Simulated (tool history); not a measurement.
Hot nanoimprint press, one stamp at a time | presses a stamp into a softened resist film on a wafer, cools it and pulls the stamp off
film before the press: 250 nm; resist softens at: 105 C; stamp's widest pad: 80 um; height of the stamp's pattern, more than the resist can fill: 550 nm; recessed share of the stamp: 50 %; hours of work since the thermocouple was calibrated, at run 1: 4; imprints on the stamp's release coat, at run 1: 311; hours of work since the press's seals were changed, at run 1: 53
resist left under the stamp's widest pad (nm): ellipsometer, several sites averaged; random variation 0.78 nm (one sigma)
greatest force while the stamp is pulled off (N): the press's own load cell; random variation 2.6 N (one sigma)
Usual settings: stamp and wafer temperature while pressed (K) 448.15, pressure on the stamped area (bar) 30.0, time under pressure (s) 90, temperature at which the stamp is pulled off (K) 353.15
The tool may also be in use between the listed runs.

run	hour	stamp and wafer temperature while pressed (K)	pressure on the stamped area (bar)	time under pressure (s)	temperature at which the stamp is pulled off (K)	hours of work since the thermocouple was calibrated	imprints on the stamp's release coat	hours of work since the press's seals were changed	resist left under the stamp's widest pad (nm)	greatest force while the stamp is pulled off (N)
1	0.0	448.15	30.0	90	353.15	4	311	53	110.5	127
2	34.3	448.15	30.0	90	353.15	28	449	77	110.8	135
3	90.1	448.15	30.0	90	353.15	67	676	116	110.6	140
4	116.0	448.15	30.0	90	353.15	85	781	134	112.6	146
5	169.6	448.15	18.0	90	353.15	122	998	171	137.9	159
6	205.5	448.15	18.0	90	353.15	147	1143	196	139.2	158
7	236.1	448.15	18.0	90	353.15	168	1267	218	138.2	164
8	275.3	439.15	31.1	68	342.15	195	1426	245	177.5	203
9	301.9	439.15	43.7	70	342.15	214	1534	264	160.3	202
10	327.9	439.15	43.7	70	342.15	232	1639	282	161.0	203
11	364.7	439.15	43.7	70	342.15	258	1788	307	161.4	220
12	419.3	439.15	43.7	71	341.15	296	2009	345	161.1	235

Hidden state or all else? Some run-to-run changes of resist left under the stamp's widest pad (nm), split into what the settings, what came in and random variation would give without the hidden state, and what is left for the hidden state (with any gauge scatter that isn't in both results):
The hidden state here: true temperature over the reading, C; pressure that arrives at the usual setting, %; grip of the stamp's worn release coat, % over a new coat's; drift of the gauge itself on residual_nm, %; drift of the gauge itself on pull_off_n, %.
Run 7 -> 8: stamp and wafer temperature while pressed (K) 448.15 -> 439.15, pressure on the stamped area (bar) 18.0 -> 31.1, time under pressure (s) 90 -> 68, temperature at which the stamp is pulled off (K) 353.15 -> 342.15. resist left under the stamp's widest pad (nm) +39.3: hidden state +1.0, all else +38.3.
Run 11 -> 12: time under pressure (s) 70 -> 71, temperature at which the stamp is pulled off (K) 342.15 -> 341.15. resist left under the stamp's widest pad (nm) -0.3: hidden state +1.1, all else -1.4.

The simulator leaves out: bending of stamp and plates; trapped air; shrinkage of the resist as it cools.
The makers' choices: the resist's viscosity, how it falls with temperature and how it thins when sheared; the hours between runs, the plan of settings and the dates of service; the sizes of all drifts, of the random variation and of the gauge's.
